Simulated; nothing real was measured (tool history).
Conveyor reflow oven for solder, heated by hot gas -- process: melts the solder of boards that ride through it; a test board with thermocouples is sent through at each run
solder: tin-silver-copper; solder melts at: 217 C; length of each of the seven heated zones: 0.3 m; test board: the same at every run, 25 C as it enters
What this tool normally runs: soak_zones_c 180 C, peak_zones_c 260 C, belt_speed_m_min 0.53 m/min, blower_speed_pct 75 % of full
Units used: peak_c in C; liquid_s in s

run	hour	soak_zones_c	peak_zones_c	belt_speed_m_min	blower_speed_pct	peak_c	liquid_s
1	0	180	260	0.53	75	248.8	52.3
2	40.7	180	260	0.53	75	248.7	52.1
3	81.8	180	260	0.53	75	248.5	52.1
4	111.4	180	260	0.53	81	249.3	52.8
5	157.9	180	260	0.53	81	249.2	52.7
6	203.2	180	260	0.53	81	248.9	52.4
7	242.9	180	260	0.53	81	249	52.3
8	299.9	180	260	0.53	75	247.8	51.5
9	341.3	180	260	0.53	75	247.4	51.7
# hour 398.2: flux residue cleaned out of gas plates and filters
10	400.1	180	260	0.431	75	252.4	68.9
11	457.3	180	260	0.431	75	252.1	68.9
12	516.2	180	260	0.431	75	252.1	69
13	565.3	180	260	0.431	75	252.4	68.7
14	597.9	180	260	0.431	75	252.1	68.4
15	650.9	180	260	0.486	75	249.3	58.5
16	716.3	171	260	0.53	70	245.4	46
17	776.2	186	260	0.483	75	250.5	61.7
# hour 798.2: flux residue cleaned out of gas plates and filters
18	821.2	188	256	0.439	63	247	66.8
19	855.2	188	256	0.439	63	247.3	67.1
20	894.7	188	256	0.439	63	247.3	66.7
21	930.3	180	271	0.426	75	262.1	75.3
22	987.1	169	271	0.426	69	260.1	70
23	1046.4	169	257	0.426	69	247	61.2
24	1075.6	187	250	0.53	75	239.2	48.6
25	1133.9	178	274	0.536	52	253.1	51.7
# hour 1195.9: flux residue cleaned out of gas plates and filters
26	1196	177	260	0.53	63	244.6	47.6
27	1260.1	187	260	0.53	75	248.4	55.2
# hour 1314.1: belt drive overhauled, speed set with a stopwatch
28	1320.3	188	260	0.432	75	251.5	70.8
29	1351.3	180	266	0.449	75	255.2	66.5
# hour 1418.8: thermocouples of zones 6 and 7 changed
30	1419.4	194	254	0.449	75	248.1	68.6

Measured less the same run without the tool's hidden state. The same run-to-run variation is in both; the gauge's scatter may not be:
Unlogged tool condition in this case: heat that the gas passes to the board, % of a clean oven's; belt's true speed, % of the reading; true gas temperature in zones 6 and 7 over the reading, C; drift of the gauge itself on peak_c, C; drift of the gauge itself on liquid_s, %.
run	peak_c	liquid_s
1	-0.3	+0.5
2	-0.4	+0.4
3	-0.5	+0.3
4	-0.6	+0.2
5	-0.7	+0.2
6	-0.8	+0.1
7	-0.9	+0
8	-1	-0.1
9	-1.1	-0.1
10	-0.7	+0.6
11	-0.8	+0.5
12	-1	+0.4
13	-1	+0.4
14	-1.1	+0.3
15	-1.2	+0.1
16	-1.3	-0.3
17	-1.5	+0.1
18	-1.1	+0.5
19	-1.1	+0.3
20	-1.2	+0.3
21	-1.3	+0.6
22	-1.4	+0.5
23	-1.6	-0.1
24	-1.6	-0.4
25	-1.4	+0
26	-1.2	+0.1
27	-1.5	+0.3
28	-2	-1.2
29	-2.1	-1.2
30	-0.1	-0.1
